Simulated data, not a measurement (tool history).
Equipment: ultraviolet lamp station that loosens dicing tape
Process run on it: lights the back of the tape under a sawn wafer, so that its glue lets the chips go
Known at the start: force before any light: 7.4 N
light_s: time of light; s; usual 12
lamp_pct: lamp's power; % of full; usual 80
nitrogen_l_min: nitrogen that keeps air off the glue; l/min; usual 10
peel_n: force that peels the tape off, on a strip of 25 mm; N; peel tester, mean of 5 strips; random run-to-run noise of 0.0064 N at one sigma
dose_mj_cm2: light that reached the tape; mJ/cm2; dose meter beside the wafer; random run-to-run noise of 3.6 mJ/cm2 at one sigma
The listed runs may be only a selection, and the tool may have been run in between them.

run	day	light_s	lamp_pct	nitrogen_l_min	peel_n	dose_mj_cm2
1	0.000	12	80	10	0.281	528
2	1.000	12	80	10	0.275	527
3	2.321	12	80	10	0.286	514
# day 2.721: window cleaned of glue's vapour
4	4.258	7	80	10	0.848	320
5	6.129	7	80	14	0.670	321
6	7.221	7	80	14	0.663	314
7	8.354	12	96	10	0.162	646
8	10.329	12	96	10	0.165	631
9	11.679	12	96	10	0.167	633
10	12.754	12	80	4	0.674	526
11	14.158	12	80	4	0.681	518
12	15.058	11	80	10	0.352	477
13	16.458	11	80	10	0.363	472
14	17.625	11	80	10	0.372	467
15	19.492	11	80	10	0.374	462
16	21.167	11	80	6	0.621	455
17	22.412	11	80	6	0.625	452
18	23.271	11	80	6	0.649	451
19	24.121	11	80	6	0.651	442
20	25.346	11	80	6	0.665	447
21	27.133	11	80	6	0.677	441
22	28.800	11	80	5	0.822	431
# day 30.450: window cleaned of glue's vapour
23	30.808	9	71	15	0.581	333
24	32.104	9	71	15	0.584	328
25	33.162	16	75	15	0.140	612
26	34.112	9	98	6	0.653	453
27	35.375	9	98	6	0.667	441
28	36.842	18	80	10	0.124	716
29	38.871	18	80	4	0.309	707
30	40.688	8	72	15	0.858	278
31	42.596	12	70	9	0.574	404
32	44.050	6	70	8	2.169	202
33	46.083	6	70	8	2.176	195
34	47.829	14	96	10	0.188	620
35	49.438	24	71	3	0.354	780
36	50.696	11	71	6	1.082	357
37	52.108	11	71	6	1.051	349
38	54.196	6	80	9	1.826	216
39	55.338	6	82	8	1.887	216
40	56.475	12	80	5	0.874	418
# day 58.225: window cleaned of glue's vapour
41	58.346	12	80	5	0.784	447
# day 58.875: lamp changed
42	59.554	12	64	14	0.272	457
43	60.950	12	64	14	0.279	462

Pick out some run-to-run changes in peel_n. Of each, how much would a tool without hidden state show as well, from the settings, what came in and chance, and how much is left for the hidden state and any gauge scatter not in both results compared?
Unlogged tool condition in this case: lamp's light, % of a new lamp's; light that the window lets through, % of a clean one's; drift of the gauge itself on peel_n, %; drift of the gauge itself on dose_mj_cm2, %.
Run 31 -> 32: light_s 12 -> 6, nitrogen_l_min 9 -> 8. peel_n +1.595 N: hidden state +0.397, all else +1.198.
Run 33 -> 34: light_s 6 -> 14, lamp_pct 70 -> 96, nitrogen_l_min 8 -> 10. peel_n -1.988 N: hidden state -0.608, all else -1.380.
Run 39 -> 40: light_s 6 -> 12, lamp_pct 82 -> 80, nitrogen_l_min 8 -> 5. peel_n -1.013 N: hidden state -0.292, all else -0.721.
Run 41 -> 42: lamp_pct 80 -> 64, nitrogen_l_min 5 -> 14, lamp changed. peel_n -0.512 N: hidden state -0.363, all else -0.149.
